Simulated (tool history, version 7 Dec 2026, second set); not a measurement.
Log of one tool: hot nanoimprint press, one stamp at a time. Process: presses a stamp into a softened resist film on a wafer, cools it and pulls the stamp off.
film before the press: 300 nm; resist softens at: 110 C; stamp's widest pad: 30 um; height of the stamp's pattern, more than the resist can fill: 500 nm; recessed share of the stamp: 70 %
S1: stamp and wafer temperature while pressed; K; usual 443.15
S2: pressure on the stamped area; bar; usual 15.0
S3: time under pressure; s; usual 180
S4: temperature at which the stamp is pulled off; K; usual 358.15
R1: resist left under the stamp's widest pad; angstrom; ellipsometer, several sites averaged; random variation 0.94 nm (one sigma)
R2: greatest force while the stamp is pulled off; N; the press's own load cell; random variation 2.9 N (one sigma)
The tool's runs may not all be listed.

Run 1, hour 0.0: usual settings. Result: R1 1615 angstrom, R2 142 N.
At hour 32.9: stamp cleaned and given a new release coat.
Run 2, hour 55.7: usual settings. Result: R1 1607 angstrom, R2 142 N.
Run 3, hour 113.7: usual settings. Result: R1 1620 angstrom, R2 147 N.
Run 4, hour 173.2: usual settings but S3 196 s. Result: R1 1577 angstrom, R2 141 N.
Run 5, hour 234.9: usual settings but S3 196 s. Result: R1 1559 angstrom, R2 146 N.
Run 6, hour 275.9: usual settings but S3 196 s. Result: R1 1584 angstrom, R2 141 N.
At hour 298.5: stamp cleaned and given a new release coat.
Run 7, hour 316.9: usual settings but S3 313 s. Result: R1 1314 angstrom, R2 138 N.
Run 8, hour 354.3: usual settings. Result: R1 1616 angstrom, R2 140 N.
Run 9, hour 401.7: usual settings but S1 433.15 K. Result: R1 2243 angstrom, R2 139 N.
Run 10, hour 437.7: usual settings but S1 433.15 K. Result: R1 2248 angstrom, R2 141 N.
Run 11, hour 488.1: usual settings but S2 9.6 bar. Result: R1 1953 angstrom, R2 139 N.
At hour 525.0: press's hydraulic seals changed and the load cell set to zero.
Run 12, hour 526.2: usual settings but S2 9.6 bar. Result: R1 1938 angstrom, R2 139 N.
At hour 569.5: stamp cleaned and given a new release coat.
Run 13, hour 582.4: usual settings but S2 19.8 bar. Result: R1 1426 angstrom, R2 135 N.
Run 14, hour 635.6: usual settings but S2 19.8 bar. Result: R1 1434 angstrom, R2 137 N.
Run 15, hour 695.6: usual settings but S2 19.8 bar. Result: R1 1436 angstrom, R2 144 N.
Run 16, hour 743.0: usual settings but S2 19.8 bar. Result: R1 1428 angstrom, R2 140 N.
At hour 781.5: plate thermocouple calibrated.
Run 17, hour 814.2: usual settings but S1 450.15 K, S2 20.3 bar, S3 197 s, S4 351.15 K. Result: R1 1038 angstrom, R2 174 N.
At hour 837.4: stamp cleaned and given a new release coat.
Run 18, hour 884.2: usual settings but S2 16.5 bar, S3 138 s, S4 364.15 K. Result: R1 1722 angstrom, R2 113 N.
Run 19, hour 931.2: usual settings but S2 16.5 bar, S3 138 s, S4 364.15 K. Result: R1 1721 angstrom, R2 117 N.
Run 20, hour 992.1: usual settings but S1 438.15 K, S2 13.6 bar, S3 109 s, S4 348.15 K. Result: R1 2268 angstrom, R2 181 N.
Run 21, hour 1037.8: usual settings but S1 438.15 K, S2 13.6 bar, S3 109 s, S4 348.15 K. Result: R1 2290 angstrom, R2 178 N.
At hour 1102.8: stamp cleaned and given a new release coat.
Run 22, hour 1112.0: usual settings but S1 438.15 K, S2 13.6 bar, S3 109 s, S4 348.15 K. Result: R1 2295 angstrom, R2 177 N.
Run 23, hour 1167.2: usual settings but S1 438.15 K, S2 13.6 bar, S3 109 s, S4 348.15 K. Result: R1 2292 angstrom, R2 180 N.
Run 24, hour 1224.4: usual settings but S1 448.15 K, S2 14.1 bar, S3 243 s. Result: R1 1252 angstrom, R2 139 N.
Run 25, hour 1269.8: usual settings but S1 450.15 K, S2 15.3 bar. Result: R1 1253 angstrom, R2 134 N.
Run 26, hour 1310.7: usual settings but S3 116 s, S4 360.15 K. Result: R1 1882 angstrom, R2 130 N.
Run 27, hour 1347.3: usual settings but S3 116 s, S4 360.15 K. Result: R1 1894 angstrom, R2 132 N.
At hour 1368.4: stamp cleaned and given a new release coat.
Run 28, hour 1396.1: usual settings but S1 432.15 K, S4 346.15 K. Result: R1 2367 angstrom, R2 194 N.
Run 29, hour 1425.9: usual settings but S1 432.15 K, S4 346.15 K. Result: R1 2331 angstrom, R2 186 N.

4 ways to go on from here, each from the tool as it stands after run 29. What would each give?
Run A, hour 1465.7: usual settings but S2 9.6 bar. Result: R1 ?, R2 ?.
Run B, hour 1465.7: usual settings but S2 11.6 bar. Result: R1 ?, R2 ?.
Run C, hour 1465.7: usual settings but S1 432.15 K, S2 14.6 bar, S4 346.15 K. Result: R1 ?, R2 ?.
Run D, hour 1465.7: usual settings but S3 228 s, S4 354.15 K. Result: R1 ?, R2 ?.

run    R1   R2
  A  1971  138
  B  1832  136
  C  2366  190
  D  1526  152
Without the tool's hidden state the same runs would have given:
run    R1   R2
  A  1921  137
  B  1786  136
  C  2306  189
  D  1488  152
